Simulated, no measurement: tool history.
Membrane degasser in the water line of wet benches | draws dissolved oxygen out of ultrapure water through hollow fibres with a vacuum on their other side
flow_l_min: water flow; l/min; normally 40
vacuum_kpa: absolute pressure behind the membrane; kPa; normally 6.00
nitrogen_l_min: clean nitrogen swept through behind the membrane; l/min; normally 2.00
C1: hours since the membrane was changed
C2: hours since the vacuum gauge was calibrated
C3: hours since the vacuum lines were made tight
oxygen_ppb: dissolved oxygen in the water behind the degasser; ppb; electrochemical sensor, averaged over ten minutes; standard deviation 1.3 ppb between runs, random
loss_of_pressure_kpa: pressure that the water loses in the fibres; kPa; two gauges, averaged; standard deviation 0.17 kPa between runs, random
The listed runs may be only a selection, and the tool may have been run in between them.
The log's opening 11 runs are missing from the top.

Run 12, hour 2388.9: usual settings but nitrogen_l_min 0.90 l/min; C1 6596; C2 3074; C3 4954. Result: oxygen_ppb 261.6 ppb, loss_of_pressure_kpa 31.23 kPa.
At hour 2449.1: seals of the vacuum lines changed.
Run 13, hour 2563.7: usual settings but vacuum_kpa 8.78 kPa; C1 6768; C2 3247; C3 115. Result: oxygen_ppb 260.9 ppb, loss_of_pressure_kpa 31.19 kPa.
Run 14, hour 2828.8: usual settings but vacuum_kpa 8.78 kPa; C1 7033; C2 3512; C3 380. Result: oxygen_ppb 263.1 ppb, loss_of_pressure_kpa 31.10 kPa.
Run 15, hour 3098.8: usual settings but nitrogen_l_min 5.41 l/min; C1 7303; C2 3782; C3 650. Result: oxygen_ppb 60.3 ppb, loss_of_pressure_kpa 30.97 kPa.
Run 16, hour 3298.5: usual settings but nitrogen_l_min 5.41 l/min; C1 7503; C2 3982; C3 849. Result: oxygen_ppb 60.6 ppb, loss_of_pressure_kpa 31.96 kPa.
Run 17, hour 3635.9: usual settings but vacuum_kpa 11.08 kPa; C1 7841; C2 4319; C3 1187. Result: oxygen_ppb 356.9 ppb, loss_of_pressure_kpa 31.40 kPa.
Run 18, hour 3887.4: usual settings but flow_l_min 27 l/min, vacuum_kpa 6.45 kPa; C1 8092; C2 4570; C3 1438. Result: oxygen_ppb 110.6 ppb, loss_of_pressure_kpa 21.16 kPa.
Run 19, hour 4035.9: usual settings but flow_l_min 27 l/min, vacuum_kpa 6.45 kPa, nitrogen_l_min 2.44 l/min; C1 8241; C2 4719; C3 1587. Result: oxygen_ppb 93.2 ppb, loss_of_pressure_kpa 21.40 kPa.
Run 20, hour 4368.4: usual settings but flow_l_min 56 l/min, vacuum_kpa 10.44 kPa; C1 8573; C2 5051; C3 1919. Result: oxygen_ppb 478.1 ppb, loss_of_pressure_kpa 44.39 kPa.
At hour 4549.0: membrane cartridge changed.
Run 21, hour 4673.1: usual settings but flow_l_min 30 l/min, vacuum_kpa 6.30 kPa, nitrogen_l_min 1.00 l/min; C1 124; C2 5352; C3 2220. Result: oxygen_ppb 215.3 ppb, loss_of_pressure_kpa 21.42 kPa.
Run 22, hour 4925.0: usual settings but flow_l_min 30 l/min, vacuum_kpa 14.92 kPa, nitrogen_l_min 2.27 l/min; C1 376; C2 5604; C3 2472. Result: oxygen_ppb 358.7 ppb, loss_of_pressure_kpa 21.64 kPa.
Run 23, hour 5083.8: usual settings but flow_l_min 30 l/min, vacuum_kpa 14.92 kPa, nitrogen_l_min 2.27 l/min; C1 535; C2 5763; C3 2631. Result: oxygen_ppb 360.1 ppb, loss_of_pressure_kpa 21.31 kPa.
At hour 5299.3: vacuum gauge calibrated.
Run 24, hour 5299.3: usual settings but flow_l_min 30 l/min, vacuum_kpa 14.92 kPa, nitrogen_l_min 1.44 l/min; C1 750; C2 0; C3 2846. Result: oxygen_ppb 522.2 ppb, loss_of_pressure_kpa 21.51 kPa.
Run 25, hour 5559.8: usual settings but flow_l_min 30 l/min, vacuum_kpa 14.92 kPa, nitrogen_l_min 1.44 l/min; C1 1010; C2 260; C3 3106. Result: oxygen_ppb 516.5 ppb, loss_of_pressure_kpa 21.49 kPa.
Run 26, hour 5799.2: usual settings but vacuum_kpa 9.80 kPa, nitrogen_l_min 1.34 l/min; C1 1250; C2 500; C3 3346. Result: oxygen_ppb 402.8 ppb, loss_of_pressure_kpa 28.87 kPa.
Run 27, hour 6001.4: usual settings but flow_l_min 55 l/min, vacuum_kpa 4.39 kPa, nitrogen_l_min 1.38 l/min; C1 1452; C2 702; C3 3548. Result: oxygen_ppb 112.4 ppb, loss_of_pressure_kpa 39.90 kPa.
Run 28, hour 6320.5: usual settings but flow_l_min 47 l/min, vacuum_kpa 5.65 kPa, nitrogen_l_min 1.45 l/min; C1 1771; C2 1021; C3 3867. Result: oxygen_ppb 172.8 ppb, loss_of_pressure_kpa 34.35 kPa.
Run 29, hour 6509.4: usual settings but flow_l_min 47 l/min, vacuum_kpa 5.65 kPa, nitrogen_l_min 1.45 l/min; C1 1960; C2 1210; C3 4056. Result: oxygen_ppb 176.4 ppb, loss_of_pressure_kpa 34.64 kPa.
Run 30, hour 6791.1: usual settings but flow_l_min 47 l/min, vacuum_kpa 5.65 kPa, nitrogen_l_min 1.45 l/min; C1 2242; C2 1492; C3 4338. Result: oxygen_ppb 176.0 ppb, loss_of_pressure_kpa 34.31 kPa.
Run 31, hour 6990.9: usual settings but flow_l_min 35 l/min, vacuum_kpa 5.65 kPa, nitrogen_l_min 1.45 l/min; C1 2441; C2 1692; C3 4537. Result: oxygen_ppb 130.8 ppb, loss_of_pressure_kpa 25.48 kPa.

Branching from run 31: 5 alternative next runs. What would each branch give?
Run A, hour 7141.9: usual settings but flow_l_min 52 l/min, vacuum_kpa 5.80 kPa, nitrogen_l_min 5.03 l/min; C1 2592; C2 1843; C3 4688. Result: oxygen_ppb ?, loss_of_pressure_kpa ?.
Run B, hour 7141.9: usual settings but flow_l_min 41 l/min, vacuum_kpa 5.65 kPa, nitrogen_l_min 1.45 l/min; C1 2592; C2 1843; C3 4688. Result: oxygen_ppb ?, loss_of_pressure_kpa ?.
Run C, hour 7141.9: usual settings but flow_l_min 27 l/min, vacuum_kpa 5.65 kPa, nitrogen_l_min 1.45 l/min; C1 2592; C2 1843; C3 4688. Result: oxygen_ppb ?, loss_of_pressure_kpa ?.
Run D, hour 7141.9: usual settings but flow_l_min 35 l/min, vacuum_kpa 9.92 kPa, nitrogen_l_min 1.45 l/min; C1 2592; C2 1843; C3 4688. Result: oxygen_ppb ?, loss_of_pressure_kpa ?.
Run E, hour 7141.9: usual settings but flow_l_min 51 l/min, vacuum_kpa 5.65 kPa, nitrogen_l_min 1.45 l/min; C1 2592; C2 1843; C3 4688. Result: oxygen_ppb ?, loss_of_pressure_kpa ?.

run  oxygen_ppb  loss_of_pressure_kpa
  A        81.6                 37.95
  B       155.7                 29.97
  C       107.7                 20.21
  D       350.6                 25.83
  E       193.4                 37.60
Without the tool's unlogged condition, the same runs would have read:
run  oxygen_ppb  loss_of_pressure_kpa
  A        75.8                 36.67
  B       149.0                 28.96
  C       102.6                 19.54
  D       343.1                 24.97
  E       184.5                 36.34

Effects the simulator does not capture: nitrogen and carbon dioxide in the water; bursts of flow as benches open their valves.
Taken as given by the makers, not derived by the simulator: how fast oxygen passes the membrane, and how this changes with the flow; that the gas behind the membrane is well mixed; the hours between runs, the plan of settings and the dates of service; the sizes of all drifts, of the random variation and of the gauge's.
